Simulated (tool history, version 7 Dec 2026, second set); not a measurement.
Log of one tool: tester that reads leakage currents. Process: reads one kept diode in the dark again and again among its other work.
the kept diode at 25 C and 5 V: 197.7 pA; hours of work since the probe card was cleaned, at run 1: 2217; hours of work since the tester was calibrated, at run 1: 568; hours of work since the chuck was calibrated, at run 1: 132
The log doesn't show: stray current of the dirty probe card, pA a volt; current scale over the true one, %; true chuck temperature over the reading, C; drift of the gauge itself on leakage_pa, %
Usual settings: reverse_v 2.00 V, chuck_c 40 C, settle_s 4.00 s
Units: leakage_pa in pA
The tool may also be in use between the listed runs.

run	hour	reverse_v	chuck_c	settle_s	hours of work since the probe card was cleaned	hours of work since the tester was calibrated	hours of work since the chuck was calibrated	leakage_pa
1	0.0	2.00	40	4.00	2217	568	132	507.42
2	24.9	2.00	36	4.00	2234	585	149	367.42
3	72.7	2.00	36	4.00	2266	617	181	371.25
4	95.0	2.00	36	4.00	2281	632	196	369.14
5	135.0	2.00	36	4.00	2308	659	223	368.80
6	166.3	2.00	36	4.00	2330	680	245	368.40
7	212.0	2.00	36	4.00	2361	711	276	369.70
8	245.1	2.00	26	4.00	2383	734	298	159.56
9	286.1	5.95	40	4.00	2411	761	326	725.90
10	325.7	2.00	40	4.00	2438	788	353	508.48
11	369.0	2.00	40	4.00	2467	817	382	506.14
12	401.2	7.90	40	4.00	2489	839	404	799.81
13	434.2	2.00	23	4.00	2511	862	426	121.61
14	459.7	2.00	40	4.00	2528	879	443	509.49
15	502.2	2.00	40	3.68	2557	908	472	507.16
16	546.2	2.00	40	3.68	2587	937	502	507.98
17	574.6	2.00	25	4.00	2606	957	521	146.11
18	610.5	2.37	30	3.43	2630	981	545	238.83
19	653.0	2.37	24	3.43	2659	1010	574	141.55
20	695.5	13.80	27	0.31	2688	1039	603	339.86
21	724.7	13.80	27	0.31	2708	1058	623	341.21
22	769.2	17.24	60	7.61	2738	1088	653	4598.68
23	817.4	17.24	60	7.61	2770	1121	685	4587.35
24	846.9	5.76	39	4.00	2790	1141	705	663.47
25	872.5	2.10	40	4.00	2808	1158	723	517.06
26	896.5	1.62	40	7.68	2824	1175	739	473.61
27	924.7	2.00	53	4.00	2843	1194	758	1359.84
28	970.3	2.00	53	4.00	2874	1225	789	1365.41
29	1011.5	2.00	53	4.00	2902	1252	817	1361.47
30	1033.8	3.52	52	4.00	2917	1268	832	1538.30
31	1059.8	2.83	28	2.48	2935	1285	850	213.82
32	1090.9	2.83	47	2.84	2956	1306	871	975.40
33	1121.4	2.83	47	2.84	2976	1327	891	980.77
34	1141.2	2.09	21	1.93	2990	1340	905	104.56

Forecast each of these 5 alternatives for the next run:
A	1182.7	4.08	40	0.51	3018	1368	933	?
B	1182.7	9.55	49	4.00	3018	1368	933	?
C	1182.7	2.00	40	0.73	3018	1368	933	?
D	1182.7	2.09	21	5.91	3018	1368	933	?
E	1182.7	1.47	40	4.00	3018	1368	933	?

run	leakage_pa
A	647.02
B	1708.04
C	508.12
D	103.93
E	458.02
Without the tool's hidden state the same runs would have given:
run	leakage_pa
A	647.83
B	1710.06
C	508.78
D	104.04
E	458.63
